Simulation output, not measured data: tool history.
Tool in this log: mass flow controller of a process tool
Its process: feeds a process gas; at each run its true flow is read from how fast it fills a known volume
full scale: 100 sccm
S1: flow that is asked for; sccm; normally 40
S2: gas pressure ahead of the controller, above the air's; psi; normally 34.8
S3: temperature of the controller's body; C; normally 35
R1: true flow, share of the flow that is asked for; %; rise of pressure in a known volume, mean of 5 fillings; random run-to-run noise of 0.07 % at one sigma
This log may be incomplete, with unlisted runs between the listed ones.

run	hour	S1	S2	S3	R1
1	0	40	34.8	35	99.45
2	201.8	40	34.8	35	99.48
# hour 296.1: controller's zero set anew
3	380.6	40	34.8	35	101.14
4	514.8	40	34.8	35	101.12
5	703.8	40	34.8	23	101.86
6	863.2	40	34.8	35	101.2
7	1003.1	40	34.8	35	101.18
8	1174.8	40	34.8	35	101.15
9	1410.2	40	34.8	35	101.1
10	1552.8	40	34.8	35	101.15
11	1661.5	40	34.8	35	101.13
12	1777.3	40	34.8	35	101.12
13	1907.4	40	34.8	35	101.12
14	2144	55	34.8	35	101.61
15	2287.8	40	34.8	35	101.37
16	2470.7	40	34.8	35	101.18
17	2685	40	34.8	35	101.23
18	2872.8	40	34.8	35	101.17
19	2973.3	40	34.8	35	101.25
20	3119.4	40	33.8	35	101.31
21	3229.7	40	33.8	35	101.13
22	3411.9	40	33.8	35	101.29
23	3527.6	11	33.8	34	99.03
24	3758.8	99	21.6	22	102.47
25	3900	33	30.9	22	101.51
26	3997	33	30.9	39	100.65
27	4099.4	33	30.9	39	100.48
28	4255.5	40	20.3	22	101.33
29	4403.6	28	36.1	33	101.03
30	4616.7	12	34.8	22	99.43
31	4743.6	12	31.3	22	99.39
32	4912.1	12	31.3	22	99.19
33	5148.7	12	31.3	22	99.07
34	5349.9	97	37.7	22	103.64
35	5472.1	97	37.7	22	103.63
36	5646.9	89	25.5	28	102.55
37	5857.7	89	25.5	28	102.6
38	5954.5	16	25.5	28	99.24
39	6108.8	16	25.5	28	99.02
40	6251	24	37.3	24	100.92
41	6487.6	40	34.7	21	102.06
42	6688.9	40	34.7	24	101.96
43	6889.5	40	38	35	101.56
44	7031.1	75	38	30	102.89

Some steps in R1, run to run, broken into two amounts with sign: the step expected even without the hidden condition (settings, incoming material, random variation), and the rest, left for the hidden condition together with whatever gauge scatter is not in both the measured and the hidden-condition-free result:
What the log doesn't record here: flow at rest that the sensor doesn't see, % of full scale; true flow over the shown one, %; drift of the gauge itself on true_pct, %.
Run 23 -> 24: S1 11 -> 99, S2 33.8 -> 21.6, S3 34 -> 22. R1 +3.44 %: hidden state +2.35, all else +1.09.
Run 33 -> 34: S1 12 -> 97, S2 31.3 -> 37.7. R1 +4.57 %: hidden state +3.1, all else +1.47.
Run 37 -> 38: S1 89 -> 16. R1 -3.36 %: hidden state -2.5, all else -0.86.

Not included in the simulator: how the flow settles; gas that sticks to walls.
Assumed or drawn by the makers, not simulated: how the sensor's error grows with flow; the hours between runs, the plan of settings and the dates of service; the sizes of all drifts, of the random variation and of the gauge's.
